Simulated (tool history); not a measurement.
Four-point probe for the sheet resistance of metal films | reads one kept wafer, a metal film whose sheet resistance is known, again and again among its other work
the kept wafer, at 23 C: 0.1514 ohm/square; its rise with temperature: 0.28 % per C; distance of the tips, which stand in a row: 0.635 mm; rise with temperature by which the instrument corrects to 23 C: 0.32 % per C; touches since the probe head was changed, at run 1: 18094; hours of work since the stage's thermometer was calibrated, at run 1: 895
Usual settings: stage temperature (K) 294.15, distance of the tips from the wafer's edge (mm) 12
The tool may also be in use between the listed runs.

run	hour	stage temperature (K)	distance of the tips from the wafer's edge (mm)	touches since the probe head was changed	hours of work since the stage's thermometer was calibrated	sheet resistance as the instrument gives it (ohm/square)
1	0.0	294.15	12	18094	895	0.150453
2	96.5	294.15	12	19192	945	0.150426
3	145.0	294.15	12	19744	970	0.150338
4	231.4	294.15	12	20726	1015	0.150338
5	272.1	294.15	12	21189	1036	0.150368
6	349.6	294.15	12	22070	1076	0.150334
7	441.1	294.15	12	23111	1124	0.150326
8	528.7	294.15	12	24106	1169	0.150329
9	589.3	294.15	12	24796	1201	0.150277
10	687.1	294.15	12	25908	1252	0.150252
# hour 732.2: stage's thermometer calibrated
11	748.4	294.15	12	26599	8	0.150388
12	824.8	294.15	12	27468	48	0.150428
13	865.6	294.15	12	27932	69	0.150379
14	920.8	294.15	20	28560	98	0.150282
15	980.0	296.15	12	29233	129	0.150253
16	1020.7	296.15	12	29696	150	0.150260
17	1062.3	308.15	8	30169	172	0.149948

Forecast run 18:
18	1149.5	308.15	8	31160	217	?

{"run 18": {"sheet resistance as the instrument gives it (ohm/square)": 0.149858}}
Without the tool's hidden state the same run would have given sheet resistance as the instrument gives it (ohm/square) 0.151247.
